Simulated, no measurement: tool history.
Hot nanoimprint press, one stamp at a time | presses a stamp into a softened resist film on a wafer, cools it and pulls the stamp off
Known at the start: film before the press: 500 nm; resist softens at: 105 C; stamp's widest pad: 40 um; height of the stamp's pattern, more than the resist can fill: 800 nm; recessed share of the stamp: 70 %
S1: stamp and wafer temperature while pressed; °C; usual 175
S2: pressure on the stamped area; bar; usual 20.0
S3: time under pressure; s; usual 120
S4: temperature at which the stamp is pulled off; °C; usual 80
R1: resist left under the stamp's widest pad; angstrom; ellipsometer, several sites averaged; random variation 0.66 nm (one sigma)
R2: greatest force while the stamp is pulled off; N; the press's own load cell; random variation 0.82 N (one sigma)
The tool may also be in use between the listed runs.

run 1 hour=0.0 | S1=175 S2=20.0 S3=120 S4=80 | R1=2125 R2=107.1
run 2 hour=14.5 | S1=175 S2=20.0 S3=120 S4=80 | R1=2127 R2=109.5
run 3 hour=37.2 | S1=175 S2=20.0 S3=120 S4=80 | R1=2124 R2=106.9
run 4 hour=64.0 | S1=175 S2=20.0 S3=120 S4=80 | R1=2147 R2=109.5
run 5 hour=87.4 | S1=175 S2=20.0 S3=120 S4=80 | R1=2132 R2=108.1
run 6 hour=111.1 | S1=175 S2=20.0 S3=120 S4=80 | R1=2140 R2=107.6
run 7 hour=129.9 | S1=175 S2=20.0 S3=120 S4=80 | R1=2134 R2=107.1
run 8 hour=144.9 | S1=175 S2=20.0 S3=69 S4=80 | R1=2543 R2=108.4
run 9 hour=157.4 | S1=164 S2=20.0 S3=69 S4=80 | R1=3526 R2=109.2
run 10 hour=171.1 | S1=164 S2=20.0 S3=69 S4=80 | R1=3534 R2=108.4
run 11 hour=197.7 | S1=164 S2=20.0 S3=120 S4=80 | R1=3079 R2=108.6
run 12 hour=219.1 | S1=164 S2=20.0 S3=120 S4=80 | R1=3063 R2=108.5
run 13 hour=231.8 | S1=164 S2=20.0 S3=120 S4=80 | R1=3061 R2=108.4
run 14 hour=249.1 | S1=175 S2=20.0 S3=120 S4=80 | R1=2141 R2=108.4
run 15 hour=275.1 | S1=175 S2=20.0 S3=120 S4=80 | R1=2147 R2=109.3
run 16 hour=288.1 | S1=175 S2=20.0 S3=120 S4=80 | R1=2148 R2=108.6
run 17 hour=304.1 | S1=169 S2=17.2 S3=82 S4=80 | R1=3160 R2=107.8
run 18 hour=316.0 | S1=169 S2=17.2 S3=82 S4=78 | R1=3155 R2=109.1
run 19 hour=339.7 | S1=175 S2=30.1 S3=215 S4=80 | R1=1381 R2=107.5
run 20 hour=361.6 | S1=175 S2=30.1 S3=215 S4=80 | R1=1380 R2=108.5
run 21 hour=380.7 | S1=175 S2=30.1 S3=215 S4=80 | R1=1378 R2=109.4
run 22 hour=398.8 | S1=175 S2=23.2 S3=154 S4=80 | R1=1819 R2=108.6
run 23 hour=410.1 | S1=163 S2=20.0 S3=120 S4=80 | R1=3200 R2=108.6
run 24 hour=432.7 | S1=184 S2=20.9 S3=84 S4=78 | R1=1796 R2=110.5
run 25 hour=444.9 | S1=175 S2=18.1 S3=121 S4=80 | R1=2284 R2=108.5
run 26 hour=463.3 | S1=175 S2=13.3 S3=121 S4=80 | R1=2689 R2=107.2
run 27 hour=476.3 | S1=164 S2=13.8 S3=225 S4=80 | R1=3092 R2=107.1
run 28 hour=491.4 | S1=164 S2=15.3 S3=206 S4=83 | R1=3022 R2=105.4
run 29 hour=507.2 | S1=164 S2=15.3 S3=206 S4=83 | R1=3034 R2=105.0
run 30 hour=529.7 | S1=175 S2=14.3 S3=95 S4=83 | R1=2792 R2=106.9
run 31 hour=545.6 | S1=174 S2=20.0 S3=177 S4=80 | R1=1970 R2=108.6

Forecast each of these 3 alternatives for the next run:
-- hour=554.9 stamp cleaned and given a new release coat
run A hour=563.3 | S1=175 S2=20.0 S3=120 S4=85 | R1=? R2=?
-- hour=554.9 stamp cleaned and given a new release coat
run B hour=563.3 | S1=170 S2=14.0 S3=177 S4=74 | R1=? R2=?
-- hour=554.9 stamp cleaned and given a new release coat
run C hour=563.3 | S1=174 S2=18.9 S3=177 S4=80 | R1=? R2=?

run=A R1=2167 R2=105.3
run=B R1=2713 R2=111.0
run=C R1=2030 R2=109.1
Without the tool's hidden state the same runs would have given:
run=A R1=2126 R2=105.2
run=B R1=2663 R2=111.0
run=C R1=1993 R2=109.1
